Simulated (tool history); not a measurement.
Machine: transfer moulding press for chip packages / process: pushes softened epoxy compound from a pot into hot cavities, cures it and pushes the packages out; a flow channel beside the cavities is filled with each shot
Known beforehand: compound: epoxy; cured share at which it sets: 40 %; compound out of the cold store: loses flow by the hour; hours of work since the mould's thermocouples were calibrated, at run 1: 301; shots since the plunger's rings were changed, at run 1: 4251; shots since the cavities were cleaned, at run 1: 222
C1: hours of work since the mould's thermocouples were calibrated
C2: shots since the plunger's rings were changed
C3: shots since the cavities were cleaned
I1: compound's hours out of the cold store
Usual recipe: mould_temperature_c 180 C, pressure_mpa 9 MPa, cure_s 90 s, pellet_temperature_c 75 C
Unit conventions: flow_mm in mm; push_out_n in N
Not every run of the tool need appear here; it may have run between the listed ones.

{"run": 1, "hour": 0.0, "mould_temperature_c": 180, "pressure_mpa": 9, "cure_s": 90, "pellet_temperature_c": 75, "C1": 301, "C2": 4251, "C3": 222, "I1": 14.8, "flow_mm": 696, "push_out_n": 858}
{"hour": 17.7, "done": "plunger's sealing rings changed"}
{"hour": 52.2, "done": "cavities cleaned with cleaning compound and waxed"}
{"run": 2, "hour": 72.5, "mould_temperature_c": 180, "pressure_mpa": 9, "cure_s": 90, "pellet_temperature_c": 75, "C1": 339, "C2": 564, "C3": 215, "I1": 26.4, "flow_mm": 681, "push_out_n": 812}
{"run": 3, "hour": 110.3, "mould_temperature_c": 180, "pressure_mpa": 9, "cure_s": 90, "pellet_temperature_c": 75, "C1": 360, "C2": 965, "C3": 616, "I1": 32.5, "flow_mm": 659, "push_out_n": 1082}
{"hour": 123.7, "done": "cavities cleaned with cleaning compound and waxed"}
{"run": 4, "hour": 152.6, "mould_temperature_c": 178, "pressure_mpa": 9, "cure_s": 90, "pellet_temperature_c": 75, "C1": 382, "C2": 1398, "C3": 307, "I1": 27.3, "flow_mm": 677, "push_out_n": 1030}
{"hour": 192.1, "done": "cavities cleaned with cleaning compound and waxed"}
{"run": 5, "hour": 221.2, "mould_temperature_c": 178, "pressure_mpa": 7.77, "cure_s": 90, "pellet_temperature_c": 75, "C1": 419, "C2": 2109, "C3": 309, "I1": 9.8, "flow_mm": 684, "push_out_n": 1100}
{"hour": 261.3, "done": "cavities cleaned with cleaning compound and waxed"}
{"run": 6, "hour": 291.4, "mould_temperature_c": 178, "pressure_mpa": 7.77, "cure_s": 90, "pellet_temperature_c": 75, "C1": 457, "C2": 2837, "C3": 318, "I1": 24, "flow_mm": 638, "push_out_n": 1049}
{"hour": 333.6, "done": "cavities cleaned with cleaning compound and waxed"}
{"run": 7, "hour": 373.9, "mould_temperature_c": 178, "pressure_mpa": 7.77, "cure_s": 90, "pellet_temperature_c": 75, "C1": 502, "C2": 3696, "C3": 427, "I1": 40, "flow_mm": 593, "push_out_n": 1092}
{"hour": 406.0, "done": "cavities cleaned with cleaning compound and waxed"}
{"run": 8, "hour": 413.9, "mould_temperature_c": 180, "pressure_mpa": 8.11, "cure_s": 90, "pellet_temperature_c": 75, "C1": 524, "C2": 4104, "C3": 84, "I1": 43.4, "flow_mm": 588, "push_out_n": 684}
{"hour": 444.4, "done": "plunger's sealing rings changed"}
{"hour": 479.3, "done": "cavities cleaned with cleaning compound and waxed"}
{"run": 9, "hour": 481.6, "mould_temperature_c": 180, "pressure_mpa": 8.11, "cure_s": 90, "pellet_temperature_c": 75, "C1": 559, "C2": 379, "C3": 25, "I1": 11.3, "flow_mm": 700, "push_out_n": 675}
{"run": 10, "hour": 522.8, "mould_temperature_c": 184, "pressure_mpa": 8.35, "cure_s": 125, "pellet_temperature_c": 77, "C1": 582, "C2": 815, "C3": 461, "I1": 25.6, "flow_mm": 645, "push_out_n": 765}
{"hour": 550.3, "done": "cavities cleaned with cleaning compound and waxed"}
{"hour": 583.7, "done": "mould's thermocouples calibrated"}
{"run": 11, "hour": 584.1, "mould_temperature_c": 184, "pressure_mpa": 8.35, "cure_s": 125, "pellet_temperature_c": 77, "C1": 0, "C2": 1427, "C3": 336, "I1": 22.1, "flow_mm": 644, "push_out_n": 691}
{"hour": 626.4, "done": "cavities cleaned with cleaning compound and waxed"}
{"run": 12, "hour": 636.1, "mould_temperature_c": 188, "pressure_mpa": 8.35, "cure_s": 105, "pellet_temperature_c": 77, "C1": 28, "C2": 1963, "C3": 102, "I1": 30.2, "flow_mm": 608, "push_out_n": 537}
{"run": 13, "hour": 673.2, "mould_temperature_c": 188, "pressure_mpa": 8.35, "cure_s": 105, "pellet_temperature_c": 77, "C1": 49, "C2": 2357, "C3": 496, "I1": 46.2, "flow_mm": 569, "push_out_n": 752}
{"hour": 697.9, "done": "cavities cleaned with cleaning compound and waxed"}
{"run": 14, "hour": 717.3, "mould_temperature_c": 180, "pressure_mpa": 10.87, "cure_s": 90, "pellet_temperature_c": 72, "C1": 72, "C2": 2808, "C3": 205, "I1": 31.5, "flow_mm": 713, "push_out_n": 782}

Below are 3 alternative next runs, each starting from the tool's condition after run 14. Predict each:
{"hour": 769.7, "done": "cavities cleaned with cleaning compound and waxed"}
{"run": "A", "hour": 777.9, "mould_temperature_c": 180, "pressure_mpa": 7.23, "cure_s": 90, "pellet_temperature_c": 73, "C1": 105, "C2": 3435, "C3": 88, "I1": 14.1, "flow_mm": "?", "push_out_n": "?"}
{"hour": 769.7, "done": "cavities cleaned with cleaning compound and waxed"}
{"run": "B", "hour": 777.9, "mould_temperature_c": 180, "pressure_mpa": 10.87, "cure_s": 73, "pellet_temperature_c": 83, "C1": 105, "C2": 3435, "C3": 88, "I1": 46.4, "flow_mm": "?", "push_out_n": "?"}
{"hour": 769.7, "done": "cavities cleaned with cleaning compound and waxed"}
{"run": "C", "hour": 777.9, "mould_temperature_c": 180, "pressure_mpa": 10.87, "cure_s": 84, "pellet_temperature_c": 72, "C1": 105, "C2": 3435, "C3": 88, "I1": 22.1, "flow_mm": "?", "push_out_n": "?"}

run=A flow_mm=623 push_out_n=669
run=B flow_mm=662 push_out_n=966
run=C flow_mm=748 push_out_n=742
Take away the tool's hidden state, keep each run's random variation, and the runs would have read:
run=A flow_mm=642 push_out_n=569
run=B flow_mm=683 push_out_n=823
run=C flow_mm=771 push_out_n=631
